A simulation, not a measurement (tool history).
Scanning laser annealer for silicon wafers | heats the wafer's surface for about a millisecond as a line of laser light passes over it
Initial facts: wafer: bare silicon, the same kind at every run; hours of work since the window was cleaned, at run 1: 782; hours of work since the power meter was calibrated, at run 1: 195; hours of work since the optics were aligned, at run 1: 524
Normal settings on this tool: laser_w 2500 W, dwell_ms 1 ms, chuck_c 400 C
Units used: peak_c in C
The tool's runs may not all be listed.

run   hour  laser_w  dwell_ms  chuck_c  hours of work since the window was cleaned  hours of work since the power meter was calibrated  hours of work since the optics were aligned  peak_c
  1      0     2500         1      400                                         782                                                 195                                          524    1133
  2   13.2     2500         1      400                                         790                                                 203                                          532    1137
  3     23     2500         1      400                                         796                                                 209                                          538    1134
  4   39.5     2216         1      400                                         807                                                 220                                          549    1023
  5   58.1     2216         1      400                                         818                                                 231                                          560    1022
  6   74.5     2500         1      412                                         829                                                 242                                          571    1144
  7   86.4     2500         1      412                                         836                                                 249                                          578    1138
  8  101.4     2500         1      370                                         845                                                 258                                          588    1100
  9  113.6     2500         1      370                                         853                                                 266                                          595    1099
     137.7  -- window over the wafer cleaned
 10  137.7     2500         1      370                                           0                                                 280                                          609    1150
 11  150.7     2500         1      400                                           8                                                 288                                          617    1178
 12  172.8     2500         1      400                                          22                                                 302                                          631    1180
 13  189.8     2500         1      419                                          33                                                 313                                          642    1199
 14  201.3     2431         1      400                                          40                                                 320                                          649    1150
 15  216.5     2151         1      400                                          50                                                 330                                          659    1033
 16  236.1     2151         1      400                                          62                                                 342                                          671    1033
 17    255     2377         1      400                                          74                                                 354                                          683    1120
 18  275.1     2377         1      400                                          86                                                 367                                          696    1125
 19  292.9     2729      1.14      400                                          98                                                 378                                          707    1334
 20  307.7     2464      0.78      438                                         107                                                 387                                          716    1094
 21  324.5     2444      0.96      439                                         118                                                 398                                          727    1169
 22  337.9     2401         1      392                                         126                                                 406                                          735    1121
 23  351.2     2533      0.71      400                                         134                                                 414                                          744    1047
 24  369.5     2533      0.71      400                                         146                                                 426                                          755    1042
 25  379.4     2409         1      372                                         152                                                 432                                          761    1102
 26  397.1     2451         1      423                                         163                                                 443                                          772    1166
 27  406.9     2575      1.18      368                                         169                                                 449                                          779    1243
 28  422.1     2575      1.18      376                                         179                                                 459                                          788    1251
 29  444.8     2555      0.96      391                                         193                                                 473                                          803    1157
 30  455.3     2500         1      407                                         200                                                 480                                          809    1168

Per-run results on a tool with no hidden state, each run keeping its own random variation:
The tool's hidden condition here consists of: light that passes the window, % of a clean one's; laser's true power over the reading, %; width of the line over the set one, %; drift of the gauge itself on peak_c, C.
run  peak_c
  1    1206
  2    1210
  3    1207
  4    1087
  5    1086
  6    1221
  7    1216
  8    1178
  9    1178
 10    1176
 11    1205
 12    1209
 13    1228
 14    1179
 15    1058
 16    1059
 17    1151
 18    1158
 19    1377
 20    1125
 21    1205
 22    1157
 23    1080
 24    1076
 25    1141
 26    1207
 27    1291
 28    1301
 29    1202
 30    1214

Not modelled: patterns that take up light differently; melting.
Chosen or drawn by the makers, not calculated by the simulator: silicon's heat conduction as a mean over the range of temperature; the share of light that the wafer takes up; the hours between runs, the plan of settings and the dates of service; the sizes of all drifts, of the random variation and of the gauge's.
